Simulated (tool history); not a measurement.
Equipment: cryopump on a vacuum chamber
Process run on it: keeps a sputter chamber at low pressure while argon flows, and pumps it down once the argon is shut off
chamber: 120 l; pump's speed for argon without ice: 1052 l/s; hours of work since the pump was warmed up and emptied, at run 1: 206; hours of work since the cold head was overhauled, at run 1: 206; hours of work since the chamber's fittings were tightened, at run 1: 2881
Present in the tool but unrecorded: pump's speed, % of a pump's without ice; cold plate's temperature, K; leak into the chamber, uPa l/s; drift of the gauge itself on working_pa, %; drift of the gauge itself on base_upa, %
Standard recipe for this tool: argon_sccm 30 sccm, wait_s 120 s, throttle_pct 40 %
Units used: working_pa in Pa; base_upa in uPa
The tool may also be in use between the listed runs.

run    hour  argon_sccm  wait_s  throttle_pct  hours of work since the pump was warmed up and emptied  hours of work since the cold head was overhauled  hours of work since the chamber's fittings were tightened  working_pa  base_upa
  1       0          30     120            40                                                     206                                               206                                                       2881      0.1242      4.19
  2    68.3          30     187            40                                                     233                                               233                                                       2908      0.1256      3.92
  3   125.1          30     187            40                                                     256                                               256                                                       2931      0.1257       3.9
  4     186          30     187            22                                                     281                                               281                                                       2956       0.225      4.06
  5   234.3          30     187            22                                                     301                                               301                                                       2976      0.2246      4.03
  6   309.1          30     101            40                                                     331                                               331                                                       3006      0.1263      4.71
  7   386.5          30     223            40                                                     363                                               363                                                       3038      0.1292         4
  8     441          30     223            40                                                     385                                               385                                                       3060      0.1295      4.26
  9   522.6          30     223            40                                                     418                                               418                                                       3093      0.1298      4.43
 10   587.8          30     223            40                                                     444                                               444                                                       3119        0.13      4.35
 11   631.4          13     120            40                                                     462                                               462                                                       3137      0.0575      4.99
 12   699.2          25     279            20                                                     490                                               490                                                       3165      0.2099      4.38
 13   754.4          31     120            26                                                     512                                               512                                                       3187      0.2032      5.07
 14   823.7          30      40            19                                                     540                                               540                                                       3215      0.2658      6.96
 15     876          49      40            17                                                     562                                               562                                                       3237      0.4824      7.06
 16   921.2          27      48            42                                                     580                                               580                                                       3255      0.1143      6.62
 17   985.7          18     265            32                                                     606                                               606                                                       3281      0.0995      4.62
 18  1066.3          14     156            15                                                     639                                               639                                                       3314      0.1576      5.13

Branching from run 18: 4 alternative next runs. What would each branch give?
  A  1109.4          38     156            20                                                     656                                               656                                                       3331           ?         ?
  B  1109.4          14     156            42                                                     656                                               656                                                       3331           ?         ?
  C  1109.4          34      94            42                                                     656                                               656                                                       3331           ?         ?
  D  1109.4          41     120            40                                                     656                                               656                                                       3331           ?         ?

run  working_pa  base_upa
  A      0.3249      5.04
  B      0.0608      5.08
  C      0.1471      5.51
  D      0.1845      5.27
Stripped of hidden state, with their random variation kept, the same runs would have yielded:
run  working_pa  base_upa
  A      0.3059      0.99
  B      0.0537      1.02
  C      0.1301      1.49
  D       0.164      1.26

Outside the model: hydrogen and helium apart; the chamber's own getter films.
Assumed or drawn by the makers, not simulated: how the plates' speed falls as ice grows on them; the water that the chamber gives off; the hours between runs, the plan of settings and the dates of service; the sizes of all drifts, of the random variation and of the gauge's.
